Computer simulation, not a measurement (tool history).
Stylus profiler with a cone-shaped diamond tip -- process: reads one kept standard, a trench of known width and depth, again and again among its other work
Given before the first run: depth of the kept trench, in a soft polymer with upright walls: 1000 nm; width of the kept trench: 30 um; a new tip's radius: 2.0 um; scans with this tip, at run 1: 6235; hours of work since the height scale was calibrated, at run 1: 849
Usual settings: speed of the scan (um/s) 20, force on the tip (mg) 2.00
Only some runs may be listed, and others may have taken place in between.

| run | hour | speed of the scan (um/s) | force on the tip (mg) | scans with this tip | hours of work since the height scale was calibrated | depth of the trench (Å) | width of the trench's floor (nm) |
|---|---|---|---|---|---|---|---|
| 1 | 0.0 | 20 | 2.00 | 6235 | 849 | 10099.9 | 25470 |
| 2 | 18.7 | 20 | 2.00 | 6340 | 864 | 10099.7 | 25500 |
| 3 | 38.3 | 20 | 2.00 | 6449 | 879 | 10103.1 | 25460 |
| 4 | 49.5 | 19 | 2.00 | 6512 | 887 | 10105.3 | 25400 |
| 5 | 64.2 | 19 | 2.00 | 6594 | 898 | 10101.7 | 25430 |
| 6 | 78.1 | 9 | 2.00 | 6672 | 909 | 10102.4 | 25400 |
| 7 | 97.7 | 20 | 1.80 | 6782 | 924 | 10101.4 | 25350 |
| 8 | 111.1 | 20 | 1.80 | 6857 | 934 | 10103.2 | 25410 |
| 9 | 120.8 | 20 | 2.58 | 6911 | 942 | 10118.8 | 25320 |
| 10 | 133.5 | 20 | 2.58 | 6982 | 951 | 10116.2 | 25390 |
| 11 | 145.4 | 20 | 2.58 | 7049 | 960 | 10116.7 | 25350 |
| 12 | 168.0 | 20 | 2.00 | 7175 | 978 | 10104.5 | 25310 |
| 13 | 182.8 | 20 | 2.00 | 7258 | 989 | 10106.5 | 25310 |
| 14 | 195.3 | 20 | 2.00 | 7328 | 998 | 10105.4 | 25300 |
| 15 | 215.3 | 20 | 2.00 | 7440 | 1014 | 10105.6 | 25320 |
| 16 | 232.7 | 20 | 0.88 | 7537 | 1027 | 10085.4 | 25280 |
| 17 | 255.4 | 20 | 2.00 | 7664 | 1044 | 10107.3 | 25210 |
| 18 | 270.9 | 20 | 2.00 | 7751 | 1056 | 10108.1 | 25280 |
| 19 | 281.6 | 20 | 2.00 | 7811 | 1064 | 10112.1 | 25240 |
| 20 | 302.0 | 20 | 2.00 | 7926 | 1080 | 10112.2 | 25260 |
| 21 | 324.6 | 20 | 2.00 | 8052 | 1097 | 10114.3 | 25130 |
| 22 | 342.3 | 20 | 2.00 | 8151 | 1110 | 10113.3 | 25150 |
| 23 | 364.2 | 11 | 1.01 | 8274 | 1127 | 10093.3 | 25180 |
| 24 | 378.7 | 38 | 2.91 | 8355 | 1138 | 10129.1 | 25070 |
|  | 382.8 | new tip fitted, height scale calibrated |
| 25 | 400.4 | 38 | 2.91 | 99 | 13 | 10074.8 | 26450 |
| 26 | 411.4 | 8 | 3.60 | 160 | 22 | 10088.2 | 26530 |
| 27 | 433.3 | 8 | 3.60 | 283 | 39 | 10089.5 | 26450 |
| 28 | 443.0 | 22 | 3.89 | 338 | 46 | 10093.5 | 26480 |
| 29 | 465.1 | 8 | 5.70 | 461 | 63 | 10118.3 | 26460 |
| 30 | 485.8 | 7 | 3.65 | 577 | 79 | 10087.0 | 26450 |
| 31 | 506.7 | 14 | 3.65 | 694 | 94 | 10092.7 | 26390 |
| 32 | 523.2 | 14 | 3.65 | 786 | 107 | 10090.4 | 26410 |
| 33 | 544.9 | 14 | 3.65 | 908 | 124 | 10093.1 | 26370 |
| 34 | 561.9 | 34 | 0.77 | 1003 | 137 | 10037.3 | 26260 |
| 35 | 575.9 | 14 | 1.24 | 1081 | 147 | 10047.5 | 26380 |
| 36 | 596.3 | 14 | 1.24 | 1195 | 163 | 10049.2 | 26260 |
| 37 | 610.0 | 19 | 2.15 | 1272 | 173 | 10064.4 | 26240 |
| 38 | 627.5 | 8 | 1.97 | 1370 | 187 | 10066.2 | 26250 |
| 39 | 642.4 | 28 | 0.84 | 1453 | 198 | 10041.9 | 26150 |
| 40 | 660.9 | 28 | 4.88 | 1557 | 212 | 10112.8 | 26210 |
| 41 | 681.7 | 28 | 4.88 | 1673 | 228 | 10118.5 | 26190 |
| 42 | 694.1 | 15 | 2.05 | 1743 | 237 | 10070.2 | 26210 |

Branching from run 42: 5 alternative next runs. What would each branch give?
| A | 707.2 | 33 | 0.83 | 1816 | 247 | ? | ? |
| B | 707.2 | 11 | 0.67 | 1816 | 247 | ? | ? |
| C | 707.2 | 61 | 2.00 | 1816 | 247 | ? | ? |
| D | 707.2 | 20 | 1.06 | 1816 | 247 | ? | ? |
| E | 707.2 | 9 | 5.54 | 1816 | 247 | ? | ? |

| run | depth of the trench (Å) | width of the trench's floor (nm) |
|---|---|---|
| A | 10042.2 | 26060 |
| B | 10042.2 | 26080 |
| C | 10068.9 | 26000 |
| D | 10052.4 | 26150 |
| E | 10127.2 | 26230 |
The same runs, with their run-to-run variation unchanged, on a tool lacking any hidden condition would have given:
| run | depth of the trench (Å) | width of the trench's floor (nm) |
|---|---|---|
| A | 10032.0 | 26390 |
| B | 10032.0 | 26410 |
| C | 10058.6 | 26330 |
| D | 10042.2 | 26480 |
| E | 10116.9 | 26570 |
